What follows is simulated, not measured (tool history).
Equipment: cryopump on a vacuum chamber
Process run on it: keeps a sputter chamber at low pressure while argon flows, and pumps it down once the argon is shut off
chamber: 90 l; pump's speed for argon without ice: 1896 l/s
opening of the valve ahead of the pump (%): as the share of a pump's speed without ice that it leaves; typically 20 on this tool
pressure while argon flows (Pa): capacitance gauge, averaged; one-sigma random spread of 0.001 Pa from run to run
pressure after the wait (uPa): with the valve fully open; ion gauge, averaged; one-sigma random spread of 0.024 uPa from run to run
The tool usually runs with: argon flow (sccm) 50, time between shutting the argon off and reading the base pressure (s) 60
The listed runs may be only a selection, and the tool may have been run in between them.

run,hour,argon flow (sccm),time between shutting the argon off and reading the base pressure (s),opening of the valve ahead of the pump (%),pressure while argon flows (Pa),pressure after the wait (uPa)
1,0,50,60,20,0.2303,1.11
2,68.9,50,60,20,0.2325,1.13
3,122.1,50,60,20,0.2356,1.16
4,228.9,50,60,20,0.2383,1.27
5,327.4,50,48,20,0.2403,1.49
6,395.7,41,60,20,0.199,1.41
7,449.4,50,23,20,0.2435,2.55
8,497.8,50,23,20,0.2464,2.56
# hour 517.9: pump warmed up, emptied and cooled again
9,612.4,50,60,20,0.2244,1.26
10,702.2,50,60,20,0.2272,1.33
11,805.7,96,60,20,0.4405,1.4
12,915.9,50,60,20,0.2335,1.52
13,982.5,50,60,20,0.2341,1.54
14,1039,50,60,20,0.2341,1.57
15,1146.2,50,60,20,0.2399,1.68
16,1209.4,50,60,20,0.2406,1.74
17,1310.1,50,60,20,0.2428,1.92
18,1380.6,50,21,20,0.2464,3.21
# hour 1442.9: pump warmed up, emptied and cooled again
19,1451.7,63,234,29,0.1939,1.06
20,1517.1,26,60,48,0.0494,1.57
21,1628.1,88,36,18,0.4435,2.1
22,1698.3,86,36,18,0.4346,2.18
23,1754.4,86,36,18,0.4385,2.25
24,1807.7,86,36,18,0.4403,2.37
25,1880.7,86,36,18,0.4402,2.37
26,1986.8,23,53,18,0.1203,2.09
27,2053.5,50,60,33,0.1501,2.08
28,2110.4,27,60,33,0.0815,2.13
29,2183.1,30,36,33,0.0916,2.7
# hour 2213.4: leaking fittings of the chamber tightened, without venting
30,2251.2,21,60,46,0.0496,0.93
31,2355.1,25,214,47,0.0594,0.54
# hour 2369.5: pump warmed up, emptied and cooled again
32,2434.7,27,21,20,0.1213,2.25
33,2540.1,27,21,20,0.1222,2.35

Each row is a separate what-if for the run after 33, all from the same tool condition, not one after another. Results?
A,2612.4,50,60,42,?,?
B,2612.4,30,259,36,?,?
C,2612.4,27,21,49,?,?

run,pressure while argon flows (Pa),pressure after the wait (uPa)
A,0.1121,1.01
B,0.0785,0.49
C,0.0505,2.37
Without the tool's unlogged condition, the same runs would have read:
run,pressure while argon flows (Pa),pressure after the wait (uPa)
A,0.1068,0.84
B,0.0753,0.31
C,0.0477,2.19

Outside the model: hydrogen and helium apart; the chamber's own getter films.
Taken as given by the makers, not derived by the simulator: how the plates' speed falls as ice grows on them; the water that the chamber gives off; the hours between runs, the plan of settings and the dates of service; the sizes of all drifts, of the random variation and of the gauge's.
